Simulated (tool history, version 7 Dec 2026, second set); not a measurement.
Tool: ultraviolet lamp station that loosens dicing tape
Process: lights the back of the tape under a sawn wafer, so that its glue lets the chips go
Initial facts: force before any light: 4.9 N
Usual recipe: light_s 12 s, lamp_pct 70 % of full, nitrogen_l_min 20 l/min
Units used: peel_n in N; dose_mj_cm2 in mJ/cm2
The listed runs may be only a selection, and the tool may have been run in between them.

run	day	light_s	lamp_pct	nitrogen_l_min	peel_n	dose_mj_cm2
1	0.000	12	70	20	0.656	227
2	0.579	12	70	11	1.041	228
3	1.479	12	70	20	0.649	228
4	2.275	12	70	20	0.671	227
5	2.962	12	70	20	0.670	226
6	3.421	12	70	20	0.681	221
7	4.417	12	70	20	0.693	222
# day 4.967: window cleaned of glue's vapour
8	5.029	12	79	20	0.494	265
9	5.612	12	79	20	0.490	264
10	6.192	12	79	20	0.492	262
11	6.988	12	100	20	0.298	332
12	7.917	12	100	20	0.301	333
13	8.862	12	70	20	0.646	232
14	9.858	10	65	12	1.347	180
15	10.483	11	84	25	0.451	254
16	10.988	12	80	25	0.415	260
17	11.525	12	80	25	0.420	264
18	12.308	12	86	8	0.880	281
19	13.088	9	72	20	1.041	175
20	13.996	14	70	20	0.477	267
21	14.821	14	70	20	0.499	264
22	15.579	14	70	20	0.483	262
23	16.433	12	69	8	1.286	223
24	17.479	12	69	8	1.291	222
25	18.467	6	62	20	1.989	104

Forecast each of these 3 alternatives for the next run:
A	19.412	13	69	20	?	?
B	19.412	11	91	22	?	?
C	19.412	12	64	28	?	?

run	peel_n	dose_mj_cm2
A	0.593	238
B	0.442	265
C	0.634	206
Without the tool's hidden state the same runs would have given:
run	peel_n	dose_mj_cm2
A	0.397	290
B	0.288	323
C	0.430	252
